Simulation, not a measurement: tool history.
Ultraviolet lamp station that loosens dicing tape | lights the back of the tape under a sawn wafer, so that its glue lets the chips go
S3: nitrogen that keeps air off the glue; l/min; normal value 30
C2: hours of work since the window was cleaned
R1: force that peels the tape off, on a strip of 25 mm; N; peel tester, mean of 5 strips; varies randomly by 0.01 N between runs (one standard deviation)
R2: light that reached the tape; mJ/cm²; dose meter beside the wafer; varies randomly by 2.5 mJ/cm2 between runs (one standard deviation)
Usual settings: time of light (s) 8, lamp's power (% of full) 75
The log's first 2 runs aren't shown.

Run 3, day 1.312: usual settings; hours of work of the lamp 324; C2 74. Result: R1 0.594 N, R2 279 mJ/cm².
Run 4, day 1.908: usual settings; hours of work of the lamp 334; C2 84. Result: R1 0.609 N, R2 279 mJ/cm².
Run 5, day 2.862: usual settings but lamp's power (% of full) 80; hours of work of the lamp 350; C2 101. Result: R1 0.538 N, R2 290 mJ/cm².
Run 6, day 3.608: usual settings but lamp's power (% of full) 80; hours of work of the lamp 363; C2 114. Result: R1 0.536 N, R2 293 mJ/cm².
Run 7, day 4.338: usual settings but S3 16 l/min; hours of work of the lamp 375; C2 126. Result: R1 1.108 N, R2 265 mJ/cm².
Run 8, day 4.796: usual settings; hours of work of the lamp 383; C2 134. Result: R1 0.630 N, R2 267 mJ/cm².
Run 9, day 5.812: usual settings; hours of work of the lamp 401; C2 151. Result: R1 0.678 N, R2 259 mJ/cm².
Run 10, day 6.300: usual settings; hours of work of the lamp 409; C2 160. Result: R1 0.665 N, R2 261 mJ/cm².
Run 11, day 7.317: usual settings; hours of work of the lamp 427; C2 177. Result: R1 0.699 N, R2 259 mJ/cm².
Run 12, day 8.367: usual settings; hours of work of the lamp 445; C2 195. Result: R1 0.707 N, R2 258 mJ/cm².
Run 13, day 9.167: usual settings; hours of work of the lamp 459; C2 209. Result: R1 0.705 N, R2 259 mJ/cm².
Run 14, day 9.921: usual settings; hours of work of the lamp 472; C2 222. Result: R1 0.705 N, R2 255 mJ/cm².
Run 15, day 10.804: usual settings but time of light (s) 5; hours of work of the lamp 487; C2 237. Result: R1 1.811 N, R2 155 mJ/cm².
Run 16, day 11.658: usual settings but S3 11 l/min; hours of work of the lamp 501; C2 252. Result: R1 1.643 N, R2 248 mJ/cm².
Run 17, day 12.446: usual settings but time of light (s) 10; hours of work of the lamp 515; C2 265. Result: R1 0.462 N, R2 306 mJ/cm².
Run 18, day 12.912: usual settings but S3 21 l/min; hours of work of the lamp 523; C2 273. Result: R1 1.054 N, R2 247 mJ/cm².
Run 19, day 13.446: usual settings; hours of work of the lamp 532; C2 283. Result: R1 0.773 N, R2 245 mJ/cm².
Run 20, day 13.967: usual settings; hours of work of the lamp 541; C2 292. Result: R1 0.777 N, R2 241 mJ/cm².
Run 21, day 14.538: usual settings; hours of work of the lamp 551; C2 301. Result: R1 0.797 N, R2 239 mJ/cm².
Run 22, day 15.200: usual settings; hours of work of the lamp 562; C2 313. Result: R1 0.827 N, R2 236 mJ/cm².
Run 23, day 16.196: usual settings but time of light (s) 7, lamp's power (% of full) 69, S3 24 l/min; hours of work of the lamp 579; C2 330. Result: R1 1.516 N, R2 193 mJ/cm².
Run 24, day 16.783: usual settings but time of light (s) 7, lamp's power (% of full) 69, S3 24 l/min; hours of work of the lamp 590; C2 340. Result: R1 1.549 N, R2 189 mJ/cm².
At day 16.858: window cleaned of glue's vapour.
Run 25, day 17.262: usual settings but time of light (s) 7, lamp's power (% of full) 69, S3 24 l/min; hours of work of the lamp 597; C2 7. Result: R1 1.644 N, R2 182 mJ/cm².
Run 26, day 17.896: usual settings but time of light (s) 7, lamp's power (% of full) 72, S3 24 l/min; hours of work of the lamp 608; C2 18. Result: R1 1.621 N, R2 186 mJ/cm².
Run 27, day 18.717: usual settings but time of light (s) 6, lamp's power (% of full) 76, S3 9 l/min; hours of work of the lamp 622; C2 32. Result: R1 3.266 N, R2 166 mJ/cm².

Expected results for the next run?
Run 28, day 19.354: usual settings but time of light (s) 13, lamp's power (% of full) 88, S3 19 l/min; hours of work of the lamp 633; C2 43. Result: R1 ?, R2 ?.

For run 28 the tool returned R1 0.388 N, R2 418 mJ/cm².
Had the tool carried no hidden state, the very same run would have given R1 0.223 N, R2 608 mJ/cm².
